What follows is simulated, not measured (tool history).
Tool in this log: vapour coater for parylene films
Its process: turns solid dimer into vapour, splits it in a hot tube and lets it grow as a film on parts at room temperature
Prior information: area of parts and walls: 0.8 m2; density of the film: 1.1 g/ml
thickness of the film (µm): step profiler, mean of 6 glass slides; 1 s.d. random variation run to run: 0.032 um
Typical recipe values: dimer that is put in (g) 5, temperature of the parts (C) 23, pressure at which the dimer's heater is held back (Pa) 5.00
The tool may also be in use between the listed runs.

run,hour,dimer that is put in (g),temperature of the parts (C),pressure at which the dimer's heater is held back (Pa),thickness of the film (µm)
1,0.0,5,23,5.00,3.09
2,43.2,5,23,5.00,3.04
3,86.8,4,23,5.00,2.50
4,115.1,4,28,5.00,2.07
5,139.9,4,28,5.00,2.04
6,187.6,4,28,5.00,2.09
# hour 210.9: trap's valve overhauled
7,228.2,5,23,5.00,3.13
8,260.6,5,23,5.00,3.10
9,288.3,5,23,5.00,3.08
10,320.1,5,23,5.00,3.12
11,344.9,5,23,5.00,3.05
12,388.5,5,23,5.00,3.06
13,417.6,5,17,5.00,3.71
14,454.5,5,17,5.00,3.77
15,478.1,5,17,5.00,3.71
16,509.3,5,17,5.00,3.75
17,546.9,5,17,5.00,3.74
18,577.0,5,19,5.00,3.45
19,608.8,5,23,3.49,3.22
20,630.7,5,23,3.49,3.17
21,676.9,5,23,3.49,3.13
# hour 702.4: trap's valve overhauled
22,712.7,5,23,3.49,3.24
23,747.4,5,23,3.49,3.21
24,772.9,5,17,2.05,4.03
25,799.7,7,21,2.22,4.96
26,824.0,2,23,10.93,1.20
27,854.8,8,30,10.34,3.66
28,903.2,5,23,4.18,3.14
29,955.6,8,26,4.21,4.55
30,987.5,8,26,4.21,4.48
31,1023.1,8,26,4.21,4.63
32,1054.5,3,23,5.00,1.84
33,1083.9,5,22,2.09,3.38
34,1132.6,5,23,10.29,2.87
35,1174.4,5,23,10.29,2.88
# hour 1193.5: trap's valve overhauled
36,1204.4,5,23,10.29,2.89
37,1251.8,5,23,10.29,2.91
38,1280.2,5,23,10.29,2.91
39,1309.6,5,23,10.29,2.94
40,1348.7,3,26,10.29,1.54
41,1400.3,3,26,10.29,1.61
42,1436.4,8,28,4.91,4.23
43,1486.3,8,19,2.51,5.97
44,1537.8,7,21,12.00,4.19
45,1563.8,2,34,5.22,0.84
46,1596.3,3,17,2.26,2.36

Each row is a separate what-if for the run after 46, all from the same tool condition, not one after another. Results?
A,1639.2,4,32,9.21,?
B,1639.2,5,23,2.71,?
C,1639.2,7,23,5.00,?

run,thickness of the film (µm)
A,1.75
B,3.22
C,4.31
Without the tool's unlogged condition, the same runs would have read:
run,thickness of the film (µm)
A,1.76
B,3.23
C,4.33
